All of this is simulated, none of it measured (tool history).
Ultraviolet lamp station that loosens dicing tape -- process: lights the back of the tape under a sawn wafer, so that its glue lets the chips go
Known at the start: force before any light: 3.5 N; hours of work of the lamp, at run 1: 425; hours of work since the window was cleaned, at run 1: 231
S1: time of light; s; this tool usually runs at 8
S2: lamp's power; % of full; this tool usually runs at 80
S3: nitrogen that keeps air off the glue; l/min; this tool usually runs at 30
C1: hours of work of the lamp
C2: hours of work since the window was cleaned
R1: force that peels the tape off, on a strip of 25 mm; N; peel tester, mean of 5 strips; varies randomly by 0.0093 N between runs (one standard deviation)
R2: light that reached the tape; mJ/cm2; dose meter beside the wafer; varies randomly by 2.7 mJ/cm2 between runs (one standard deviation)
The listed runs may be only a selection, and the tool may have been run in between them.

run   hour  S1  S2  S3   C1   C2     R1   R2
  1      0   8  80  30  425  231  0.492  315
  2   32.3   8  80  30  447  253  0.526  313
  3   74.7   8  80  30  476  281  0.514  303
  4  123.7   8  80  30  509  315  0.526  304
  5  168.8   8  80  23  539  345  0.609  299
  6  204.3   8  80  23  563  369   0.66  295
  7  251.9   8  80  23  596  401  0.638  296
  8  296.2   8  80  10  626  431  0.993  290
  9  333.2   8  80  30  651  456  0.575  288
 10  366.4   8  80  30  673  479  0.591  282
 11    389   8  80  30  688  494  0.581  280

Predict the results of run 12:
 12  438.1   8  80  30  722  527   ?   ?

{"run 12": {"R1": 0.603, "R2": 277}}
Minus the tool's unlogged condition, the same run would have read R1 0.39 N, R2 362 mJ/cm2.
